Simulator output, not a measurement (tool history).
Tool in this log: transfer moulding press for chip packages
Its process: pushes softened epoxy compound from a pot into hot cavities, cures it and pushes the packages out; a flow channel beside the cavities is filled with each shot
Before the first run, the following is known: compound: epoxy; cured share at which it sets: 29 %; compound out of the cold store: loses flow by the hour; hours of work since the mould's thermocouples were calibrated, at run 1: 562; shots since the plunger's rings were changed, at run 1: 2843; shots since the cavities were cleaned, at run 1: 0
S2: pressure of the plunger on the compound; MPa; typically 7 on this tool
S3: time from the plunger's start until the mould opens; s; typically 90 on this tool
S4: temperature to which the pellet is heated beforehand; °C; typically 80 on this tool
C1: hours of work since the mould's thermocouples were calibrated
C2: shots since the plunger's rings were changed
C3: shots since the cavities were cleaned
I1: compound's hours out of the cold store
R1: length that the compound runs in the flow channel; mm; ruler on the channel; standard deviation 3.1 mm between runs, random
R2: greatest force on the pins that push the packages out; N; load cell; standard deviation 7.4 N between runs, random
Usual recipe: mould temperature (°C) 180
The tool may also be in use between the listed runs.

Run 1, hour 0: usual settings; C1 562; C2 2843; C3 0; I1 29.7. Result: R1 566 mm, R2 310 N.
At hour 56.8: cavities cleaned with cleaning compound and waxed.
Run 2, hour 82.7: usual settings; C1 610; C2 3784; C3 300; I1 15.6. Result: R1 626 mm, R2 460 N.
At hour 112.1: cavities cleaned with cleaning compound and waxed.
Run 3, hour 142.9: usual settings; C1 646; C2 4464; C3 356; I1 47.5. Result: R1 480 mm, R2 447 N.
At hour 168.5: cavities cleaned with cleaning compound and waxed.
At hour 222.3: cavities cleaned with cleaning compound and waxed.
Run 4, hour 228: usual settings; C1 695; C2 5416; C3 66; I1 21.1. Result: R1 579 mm, R2 359 N.
At hour 282.6: cavities cleaned with cleaning compound and waxed.
At hour 293.1: plunger's sealing rings changed.
Run 5, hour 310.6: usual settings; C1 742; C2 203; C3 296; I1 21.2. Result: R1 632 mm, R2 475 N.
At hour 341.8: cavities cleaned with cleaning compound and waxed.
Run 6, hour 366: usual settings; C1 774; C2 828; C3 281; I1 16. Result: R1 655 mm, R2 454 N.
At hour 397.1: cavities cleaned with cleaning compound and waxed.
At hour 458: cavities cleaned with cleaning compound and waxed.
Run 7, hour 466.4: usual settings but S2 8.05 MPa; C1 832; C2 1957; C3 98; I1 42.5. Result: R1 565 mm, R2 359 N.
At hour 501.8: mould's thermocouples calibrated.
At hour 515.6: cavities cleaned with cleaning compound and waxed.
Run 8, hour 519.4: usual settings but S2 8.05 MPa; C1 10; C2 2530; C3 44; I1 25.8. Result: R1 633 mm, R2 312 N.
At hour 574.7: cavities cleaned with cleaning compound and waxed.
Run 9, hour 589: usual settings; C1 50; C2 3320; C3 166; I1 33.5. Result: R1 551 mm, R2 371 N.
At hour 628.5: cavities cleaned with cleaning compound and waxed.
Run 10, hour 655.4: usual settings but S4 85 °C; C1 89; C2 4071; C3 311; I1 32.8. Result: R1 541 mm, R2 418 N.
At hour 690: cavities cleaned with cleaning compound and waxed.
Run 11, hour 708.2: usual settings but S4 85 °C; C1 120; C2 4666; C3 211; I1 10.8. Result: R1 634 mm, R2 391 N.
At hour 746.7: cavities cleaned with cleaning compound and waxed.
Run 12, hour 777.3: usual settings but S4 85 °C; C1 160; C2 5449; C3 355; I1 17.9. Result: R1 598 mm, R2 441 N.
At hour 806.4: cavities cleaned with cleaning compound and waxed.
Run 13, hour 818.6: usual settings but S4 85 °C; C1 184; C2 5911; C3 142; I1 11.9. Result: R1 621 mm, R2 366 N.

Estimate the outcome of run 14 from the log above:
At hour 841.6: plunger's sealing rings changed.
At hour 866.6: cavities cleaned with cleaning compound and waxed.
Run 14, hour 892.9: usual settings but mould temperature (°C) 185, S2 5.9 MPa; C1 226; C2 577; C3 305; I1 17.3. Result: R1 ?, R2 ?.

R1: 591 mm
R2: 376 N
With no hidden state in the tool, this same run would have given R1 597 mm, R2 254 N.

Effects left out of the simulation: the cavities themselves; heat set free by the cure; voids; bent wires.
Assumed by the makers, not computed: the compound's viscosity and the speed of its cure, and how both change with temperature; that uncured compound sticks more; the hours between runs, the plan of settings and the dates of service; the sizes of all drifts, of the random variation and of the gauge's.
